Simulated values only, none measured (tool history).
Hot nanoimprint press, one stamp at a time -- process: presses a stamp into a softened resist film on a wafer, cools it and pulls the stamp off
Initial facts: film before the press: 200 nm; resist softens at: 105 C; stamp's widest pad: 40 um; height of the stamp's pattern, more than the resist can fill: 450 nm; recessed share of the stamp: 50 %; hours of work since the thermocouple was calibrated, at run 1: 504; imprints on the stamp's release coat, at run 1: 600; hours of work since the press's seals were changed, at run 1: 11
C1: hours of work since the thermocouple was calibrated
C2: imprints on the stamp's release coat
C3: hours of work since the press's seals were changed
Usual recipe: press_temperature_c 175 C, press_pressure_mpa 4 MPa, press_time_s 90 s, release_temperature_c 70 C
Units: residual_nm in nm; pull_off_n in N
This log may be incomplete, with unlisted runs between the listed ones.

{"run": 1, "hour": 0.0, "press_temperature_c": 175, "press_pressure_mpa": 4, "press_time_s": 90, "release_temperature_c": 70, "C1": 504, "C2": 600, "C3": 11, "residual_nm": 116.7, "pull_off_n": 172}
{"hour": 46.0, "done": "plate thermocouple calibrated"}
{"run": 2, "hour": 53.6, "press_temperature_c": 175, "press_pressure_mpa": 4, "press_time_s": 90, "release_temperature_c": 70, "C1": 5, "C2": 732, "C3": 45, "residual_nm": 114.8, "pull_off_n": 186}
{"run": 3, "hour": 110.7, "press_temperature_c": 175, "press_pressure_mpa": 4, "press_time_s": 93, "release_temperature_c": 70, "C1": 43, "C2": 880, "C3": 83, "residual_nm": 116.9, "pull_off_n": 200}
{"run": 4, "hour": 160.4, "press_temperature_c": 175, "press_pressure_mpa": 4, "press_time_s": 93, "release_temperature_c": 70, "C1": 76, "C2": 1009, "C3": 116, "residual_nm": 116.3, "pull_off_n": 203}
{"run": 5, "hour": 190.3, "press_temperature_c": 175, "press_pressure_mpa": 4, "press_time_s": 93, "release_temperature_c": 70, "C1": 96, "C2": 1087, "C3": 136, "residual_nm": 117.7, "pull_off_n": 205}
{"hour": 206.9, "done": "stamp cleaned and given a new release coat"}
{"hour": 254.8, "done": "plate thermocouple calibrated, once more"}
{"run": 6, "hour": 270.0, "press_temperature_c": 175, "press_pressure_mpa": 4, "press_time_s": 93, "release_temperature_c": 70, "C1": 10, "C2": 156, "C3": 183, "residual_nm": 108.3, "pull_off_n": 139}
{"run": 7, "hour": 300.5, "press_temperature_c": 175, "press_pressure_mpa": 4, "press_time_s": 93, "release_temperature_c": 70, "C1": 30, "C2": 236, "C3": 204, "residual_nm": 108.6, "pull_off_n": 143}
{"run": 8, "hour": 359.6, "press_temperature_c": 175, "press_pressure_mpa": 4, "press_time_s": 93, "release_temperature_c": 70, "C1": 70, "C2": 389, "C3": 243, "residual_nm": 108.8, "pull_off_n": 159}
{"run": 9, "hour": 420.3, "press_temperature_c": 168, "press_pressure_mpa": 5.36, "press_time_s": 55, "release_temperature_c": 58, "C1": 110, "C2": 547, "C3": 283, "residual_nm": 139.2, "pull_off_n": 208}
{"run": 10, "hour": 462.6, "press_temperature_c": 175, "press_pressure_mpa": 4.49, "press_time_s": 123, "release_temperature_c": 62, "C1": 139, "C2": 657, "C3": 312, "residual_nm": 96.6, "pull_off_n": 205}
{"run": 11, "hour": 505.4, "press_temperature_c": 175, "press_pressure_mpa": 4.49, "press_time_s": 123, "release_temperature_c": 62, "C1": 167, "C2": 768, "C3": 340, "residual_nm": 95.4, "pull_off_n": 205}
{"run": 12, "hour": 555.8, "press_temperature_c": 175, "press_pressure_mpa": 3.27, "press_time_s": 90, "release_temperature_c": 70, "C1": 201, "C2": 899, "C3": 374, "residual_nm": 120.9, "pull_off_n": 182}
{"run": 13, "hour": 602.7, "press_temperature_c": 175, "press_pressure_mpa": 3.27, "press_time_s": 90, "release_temperature_c": 70, "C1": 232, "C2": 1021, "C3": 405, "residual_nm": 119.3, "pull_off_n": 188}
{"run": 14, "hour": 632.7, "press_temperature_c": 175, "press_pressure_mpa": 4, "press_time_s": 64, "release_temperature_c": 70, "C1": 252, "C2": 1099, "C3": 425, "residual_nm": 125.9, "pull_off_n": 203}
{"hour": 647.2, "done": "stamp cleaned and given a new release coat"}
{"run": 15, "hour": 697.1, "press_temperature_c": 175, "press_pressure_mpa": 4, "press_time_s": 64, "release_temperature_c": 70, "C1": 291, "C2": 130, "C3": 464, "residual_nm": 126.3, "pull_off_n": 143}
{"run": 16, "hour": 769.4, "press_temperature_c": 177, "press_pressure_mpa": 4.01, "press_time_s": 111, "release_temperature_c": 70, "C1": 339, "C2": 318, "C3": 512, "residual_nm": 101.4, "pull_off_n": 151}

Alternative continuations, all from the tool just after run 16; predict every row:
{"run": "A", "hour": 816.8, "press_temperature_c": 183, "press_pressure_mpa": 4.01, "press_time_s": 111, "release_temperature_c": 70, "C1": 371, "C2": 441, "C3": 544, "residual_nm": "?", "pull_off_n": "?"}
{"run": "B", "hour": 816.8, "press_temperature_c": 186, "press_pressure_mpa": 4, "press_time_s": 90, "release_temperature_c": 59, "C1": 371, "C2": 441, "C3": 544, "residual_nm": "?", "pull_off_n": "?"}
{"run": "C", "hour": 816.8, "press_temperature_c": 168, "press_pressure_mpa": 4.01, "press_time_s": 111, "release_temperature_c": 70, "C1": 371, "C2": 441, "C3": 544, "residual_nm": "?", "pull_off_n": "?"}

run=A residual_nm=84.4 pull_off_n=161
run=B residual_nm=83.1 pull_off_n=205
run=C residual_nm=129.1 pull_off_n=161
What these runs would have given with no unlogged condition in the tool:
run=A residual_nm=80.1 pull_off_n=132
run=B residual_nm=78.9 pull_off_n=170
run=C residual_nm=123.6 pull_off_n=133
